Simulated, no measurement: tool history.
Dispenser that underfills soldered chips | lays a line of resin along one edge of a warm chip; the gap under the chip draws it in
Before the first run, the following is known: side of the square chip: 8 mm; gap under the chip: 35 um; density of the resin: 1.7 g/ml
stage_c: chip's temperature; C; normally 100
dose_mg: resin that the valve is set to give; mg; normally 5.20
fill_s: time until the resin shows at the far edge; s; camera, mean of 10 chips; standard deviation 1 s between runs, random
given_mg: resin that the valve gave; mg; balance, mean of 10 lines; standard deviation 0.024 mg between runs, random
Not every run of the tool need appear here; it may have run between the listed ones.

run 1 hour=0.0 | stage_c=100 dose_mg=5.20 | fill_s=148.2 given_mg=5.14
-- hour=5.0 new syringe of resin
run 2 hour=5.0 | stage_c=108 dose_mg=5.20 | fill_s=77.7 given_mg=5.15
run 3 hour=8.4 | stage_c=98 dose_mg=5.20 | fill_s=124.2 given_mg=5.12
run 4 hour=12.6 | stage_c=98 dose_mg=5.20 | fill_s=149.4 given_mg=5.15
run 5 hour=15.5 | stage_c=114 dose_mg=5.20 | fill_s=94.1 given_mg=5.11
-- hour=18.8 new syringe of resin
run 6 hour=20.1 | stage_c=114 dose_mg=5.20 | fill_s=64.3 given_mg=5.12
run 7 hour=22.3 | stage_c=114 dose_mg=5.20 | fill_s=69.7 given_mg=5.11
run 8 hour=24.6 | stage_c=114 dose_mg=5.20 | fill_s=79.0 given_mg=5.08
run 9 hour=27.4 | stage_c=100 dose_mg=4.78 | fill_s=148.2 given_mg=4.70
run 10 hour=30.1 | stage_c=100 dose_mg=4.78 | fill_s=166.7 given_mg=4.69
-- hour=32.7 new syringe of resin
run 11 hour=33.6 | stage_c=100 dose_mg=6.71 | fill_s=99.3 given_mg=6.49
run 12 hour=36.4 | stage_c=100 dose_mg=4.69 | fill_s=121.6 given_mg=4.58
run 13 hour=38.8 | stage_c=100 dose_mg=4.69 | fill_s=131.6 given_mg=4.54
run 14 hour=43.1 | stage_c=100 dose_mg=4.69 | fill_s=157.4 given_mg=4.54
-- hour=46.5 new syringe of resin
run 15 hour=47.9 | stage_c=100 dose_mg=5.38 | fill_s=107.0 given_mg=5.21
run 16 hour=52.4 | stage_c=100 dose_mg=5.20 | fill_s=130.1 given_mg=5.02
-- hour=54.9 dispensing valve cleaned and set on the balance
run 17 hour=57.6 | stage_c=100 dose_mg=5.50 | fill_s=150.3 given_mg=5.47
-- hour=61.4 new syringe of resin
run 18 hour=62.5 | stage_c=100 dose_mg=5.50 | fill_s=104.3 given_mg=5.45
run 19 hour=66.0 | stage_c=100 dose_mg=5.50 | fill_s=119.0 given_mg=5.52
run 20 hour=70.3 | stage_c=100 dose_mg=5.50 | fill_s=142.2 given_mg=5.49
run 21 hour=74.7 | stage_c=112 dose_mg=6.20 | fill_s=109.5 given_mg=6.14
-- hour=75.3 new syringe of resin
run 22 hour=77.4 | stage_c=93 dose_mg=5.58 | fill_s=142.5 given_mg=5.57
run 23 hour=80.6 | stage_c=105 dose_mg=6.48 | fill_s=104.7 given_mg=6.44
run 24 hour=82.6 | stage_c=103 dose_mg=5.20 | fill_s=125.3 given_mg=5.15
run 25 hour=85.7 | stage_c=105 dose_mg=4.80 | fill_s=135.7 given_mg=4.75
-- hour=88.9 new syringe of resin
run 26 hour=89.5 | stage_c=108 dose_mg=6.64 | fill_s=73.5 given_mg=6.59
run 27 hour=92.2 | stage_c=96 dose_mg=6.18 | fill_s=130.6 given_mg=6.14
run 28 hour=95.7 | stage_c=114 dose_mg=6.31 | fill_s=77.5 given_mg=6.25
run 29 hour=98.8 | stage_c=111 dose_mg=6.31 | fill_s=98.1 given_mg=6.14
run 30 hour=100.8 | stage_c=111 dose_mg=6.31 | fill_s=107.8 given_mg=6.19
-- hour=102.8 new syringe of resin
run 31 hour=103.8 | stage_c=111 dose_mg=6.31 | fill_s=69.6 given_mg=6.23
run 32 hour=108.6 | stage_c=111 dose_mg=6.31 | fill_s=82.3 given_mg=6.19
run 33 hour=111.7 | stage_c=86 dose_mg=5.50 | fill_s=242.5 given_mg=5.36
run 34 hour=115.1 | stage_c=86 dose_mg=5.94 | fill_s=279.3 given_mg=5.75
-- hour=116.5 new syringe of resin
run 35 hour=119.6 | stage_c=86 dose_mg=5.94 | fill_s=193.1 given_mg=5.80

Forecast each of these 5 alternatives for the next run:
run A hour=123.1 | stage_c=114 dose_mg=6.10 | fill_s=? given_mg=?
run B hour=123.1 | stage_c=100 dose_mg=6.79 | fill_s=? given_mg=?
run C hour=123.1 | stage_c=101 dose_mg=5.35 | fill_s=? given_mg=?
run D hour=123.1 | stage_c=86 dose_mg=4.60 | fill_s=? given_mg=?
run E hour=123.1 | stage_c=100 dose_mg=4.60 | fill_s=? given_mg=?

run=A fill_s=79.2 given_mg=5.92
run=B fill_s=127.0 given_mg=6.59
run=C fill_s=124.6 given_mg=5.20
run=D fill_s=235.9 given_mg=4.48
run=E fill_s=139.3 given_mg=4.45
Without the tool's hidden state the same runs would have given:
run=A fill_s=60.6 given_mg=6.11
run=B fill_s=97.0 given_mg=6.79
run=C fill_s=94.6 given_mg=5.36
run=D fill_s=178.1 given_mg=4.62
run=E fill_s=105.4 given_mg=4.60

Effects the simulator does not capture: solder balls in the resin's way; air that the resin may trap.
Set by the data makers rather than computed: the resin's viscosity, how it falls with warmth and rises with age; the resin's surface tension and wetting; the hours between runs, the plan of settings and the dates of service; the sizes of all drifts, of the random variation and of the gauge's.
